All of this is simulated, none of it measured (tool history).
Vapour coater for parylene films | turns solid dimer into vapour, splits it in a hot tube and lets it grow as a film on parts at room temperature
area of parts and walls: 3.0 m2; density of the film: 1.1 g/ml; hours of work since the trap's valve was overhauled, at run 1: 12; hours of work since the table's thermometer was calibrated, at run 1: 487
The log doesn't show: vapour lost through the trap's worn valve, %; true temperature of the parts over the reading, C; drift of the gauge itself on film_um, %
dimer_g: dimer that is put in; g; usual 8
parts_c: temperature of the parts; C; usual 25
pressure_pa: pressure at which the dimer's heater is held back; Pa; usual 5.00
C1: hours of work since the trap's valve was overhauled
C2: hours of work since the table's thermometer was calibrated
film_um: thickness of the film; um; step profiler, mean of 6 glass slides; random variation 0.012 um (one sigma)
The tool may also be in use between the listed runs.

Run 1, hour 0.0: usual settings; C1 12; C2 487. Result: film_um 1.67 um.
Run 2, hour 17.6: usual settings; C1 24; C2 498. Result: film_um 1.69 um.
Run 3, hour 37.3: usual settings; C1 37; C2 511. Result: film_um 1.68 um.
Run 4, hour 58.7: usual settings; C1 51; C2 526. Result: film_um 1.68 um.
Run 5, hour 79.0: usual settings; C1 65; C2 539. Result: film_um 1.67 um.
Run 6, hour 102.7: usual settings; C1 80; C2 555. Result: film_um 1.69 um.
Run 7, hour 124.0: usual settings; C1 95; C2 569. Result: film_um 1.67 um.
Run 8, hour 137.2: usual settings but dimer_g 5 g, parts_c 34 C, pressure_pa 4.13 Pa; C1 103; C2 578. Result: film_um 0.71 um.
Run 9, hour 162.2: usual settings but dimer_g 4 g, pressure_pa 8.79 Pa; C1 120; C2 594. Result: film_um 0.76 um.
Run 10, hour 183.4: usual settings but dimer_g 4 g, pressure_pa 8.79 Pa; C1 134; C2 608. Result: film_um 0.78 um.
Run 11, hour 203.1: usual settings but dimer_g 4 g, parts_c 32 C, pressure_pa 2.32 Pa; C1 147; C2 621. Result: film_um 0.66 um.
Run 12, hour 228.5: usual settings but dimer_g 4 g, parts_c 32 C, pressure_pa 2.32 Pa; C1 164; C2 638. Result: film_um 0.68 um.
Run 13, hour 248.0: usual settings but dimer_g 4 g, parts_c 34 C, pressure_pa 6.96 Pa; C1 177; C2 651. Result: film_um 0.51 um.
Run 14, hour 259.9: usual settings but dimer_g 5 g, parts_c 19 C, pressure_pa 2.37 Pa; C1 185; C2 659. Result: film_um 1.41 um.

Forecast each of these 4 alternatives for the next run:
Run A, hour 272.3: usual settings but dimer_g 4 g, parts_c 26 C, pressure_pa 4.00 Pa; C1 193; C2 667. Result: film_um ?.
Run B, hour 272.3: usual settings but dimer_g 4 g, parts_c 21 C, pressure_pa 2.27 Pa; C1 193; C2 667. Result: film_um ?.
Run C, hour 272.3: usual settings but parts_c 32 C; C1 193; C2 667. Result: film_um ?.
Run D, hour 272.3: usual settings but pressure_pa 10.09 Pa; C1 193; C2 667. Result: film_um ?.

run  film_um
  A     0.83
  B     1.10
  C     1.21
  D     1.51
Without the tool's hidden state the same runs would have given:
run  film_um
  A     0.85
  B     1.12
  C     1.24
  D     1.55
